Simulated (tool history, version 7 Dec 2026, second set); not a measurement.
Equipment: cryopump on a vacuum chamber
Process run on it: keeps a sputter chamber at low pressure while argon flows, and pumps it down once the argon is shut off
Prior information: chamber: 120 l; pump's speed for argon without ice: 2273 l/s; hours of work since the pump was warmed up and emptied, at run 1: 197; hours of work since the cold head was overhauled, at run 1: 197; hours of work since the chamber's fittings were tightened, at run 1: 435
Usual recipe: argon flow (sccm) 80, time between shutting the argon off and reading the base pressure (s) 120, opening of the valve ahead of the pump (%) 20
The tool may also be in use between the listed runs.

run	hour	argon flow (sccm)	time between shutting the argon off and reading the base pressure (s)	opening of the valve ahead of the pump (%)	hours of work since the pump was warmed up and emptied	hours of work since the cold head was overhauled	hours of work since the chamber's fittings were tightened	pressure while argon flows (Pa)	pressure after the wait (uPa)
1	0	80	120	20	197	197	435	0.305	0.87
2	8.9	80	120	20	202	202	440	0.3028	0.83
3	23.4	80	24	20	210	210	448	0.3029	1.68
4	36.9	80	24	20	217	217	456	0.3033	1.7
5	45.7	69	120	20	222	222	461	0.2635	0.89
6	52.7	69	120	20	226	226	465	0.2627	0.93
7	61.6	80	120	20	231	231	469	0.306	0.95
8	75.5	105	120	20	239	239	477	0.4	0.94
9	85.8	105	120	17	245	245	483	0.4726	0.95
10	101	105	120	26	253	253	491	0.3119	0.96
11	110.6	105	120	56	259	259	497	0.1512	0.97
12	124.1	105	120	56	266	266	504	0.151	0.99
13	133.3	105	120	56	271	271	509	0.1489	0.99
14	141.5	80	120	20	276	276	514	0.3076	1.01
15	156.8	80	120	20	284	284	522	0.3068	0.97
16	168	80	120	20	291	291	529	0.308	1
17	178.6	80	120	20	296	296	535	0.3075	1.01
18	191.7	80	120	20	304	304	542	0.3084	1.02
19	205.2	80	120	20	311	311	549	0.3077	1.01
20	214.3	79	65	16	316	316	554	0.3744	1.23
21	222.4	60	120	20	321	321	559	0.2305	1.06
22	236.7	80	120	16	329	329	567	0.3821	1.09
23	250.7	80	51	50	337	337	575	0.1311	1.36
24	264.9	99	125	26	344	344	583	0.2981	1.11
25	273.4	67	36	31	349	349	587	0.169	1.64
26	281.4	80	34	23	354	354	592	0.2716	1.66
27	295.2	133	23	20	361	361	599	0.5175	2.01
28	305.6	133	23	20	367	367	605	0.5143	1.97
29	318.6	134	100	19	374	374	613	0.5426	1.22
30	326	36	37	48	378	378	617	0.0611	1.67
31	340.9	108	29	20	387	387	625	0.4197	1.76
32	351.8	80	20	56	393	393	631	0.1189	2.24
33	358.9	80	20	56	397	397	635	0.1203	2.23

Each row is a separate what-if for the run after 33, all from the same tool condition, not one after another. Results?
A	369.4	144	120	23	403	403	641	?	?
B	369.4	41	21	57	403	403	641	?	?
C	369.4	76	236	20	403	403	641	?	?
D	369.4	55	31	28	403	403	641	?	?
E	369.4	45	20	56	403	403	641	?	?

run	pressure while argon flows (Pa)	pressure after the wait (uPa)
A	0.4897	1.26
B	0.0605	2.26
C	0.2961	1.09
D	0.1565	1.82
E	0.0681	2.24
The same runs, with their run-to-run variation unchanged, on a tool lacking any hidden condition would have given:
run	pressure while argon flows (Pa)	pressure after the wait (uPa)
A	0.4648	0.38
B	0.0534	1.38
C	0.2829	0.23
D	0.1469	0.96
E	0.0603	1.39
